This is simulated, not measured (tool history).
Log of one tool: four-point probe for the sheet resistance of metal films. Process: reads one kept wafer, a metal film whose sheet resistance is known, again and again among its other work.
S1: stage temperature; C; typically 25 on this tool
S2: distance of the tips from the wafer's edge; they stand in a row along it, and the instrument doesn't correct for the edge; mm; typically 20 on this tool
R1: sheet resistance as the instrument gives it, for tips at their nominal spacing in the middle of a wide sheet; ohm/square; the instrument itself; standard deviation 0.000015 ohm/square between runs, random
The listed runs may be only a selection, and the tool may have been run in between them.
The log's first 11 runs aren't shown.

| run | hour | S1 | S2 | R1 |
|---|---|---|---|---|
| 12 | 359.0 | 25 | 6 | 0.075412 |
| 13 | 392.5 | 25 | 6 | 0.075404 |
| 14 | 427.9 | 25 | 20 | 0.075152 |
| 15 | 472.6 | 25 | 20 | 0.075187 |
| 16 | 508.8 | 25 | 20 | 0.075182 |
| 17 | 541.0 | 25 | 20 | 0.075200 |
| 18 | 579.5 | 25 | 20 | 0.075208 |
| 19 | 601.1 | 25 | 20 | 0.075213 |
| 20 | 623.4 | 25 | 66 | 0.075172 |
| 21 | 660.4 | 21 | 66 | 0.074950 |
| 22 | 703.4 | 33 | 20 | 0.075689 |
| 23 | 727.7 | 19 | 5 | 0.075258 |
| 24 | 764.8 | 19 | 29 | 0.074871 |
|  | 768.8 | stage's thermometer calibrated |
| 25 | 807.6 | 19 | 29 | 0.074905 |
| 26 | 827.6 | 29 | 24 | 0.075530 |
|  | 846.6 | stage's thermometer calibrated, once more |
| 27 | 860.2 | 20 | 47 | 0.074822 |
| 28 | 883.9 | 20 | 47 | 0.074809 |
| 29 | 912.5 | 20 | 47 | 0.074833 |
| 30 | 940.4 | 24 | 11 | 0.075152 |
| 31 | 967.0 | 32 | 3 | 0.076661 |
| 32 | 992.9 | 32 | 3 | 0.076656 |
| 33 | 1014.4 | 35 | 4 | 0.076355 |
| 34 | 1036.1 | 35 | 4 | 0.076393 |
| 35 | 1055.0 | 35 | 4 | 0.076409 |

Run 36 has not been measured yet. What should we expect?
| 36 | 1078.8 | 35 | 4 | ? |

Run 36 produced R1 0.076359 ohm/square.
If the tool had no hidden condition, the same run with the same run-to-run variation would have returned R1 0.075707 ohm/square.

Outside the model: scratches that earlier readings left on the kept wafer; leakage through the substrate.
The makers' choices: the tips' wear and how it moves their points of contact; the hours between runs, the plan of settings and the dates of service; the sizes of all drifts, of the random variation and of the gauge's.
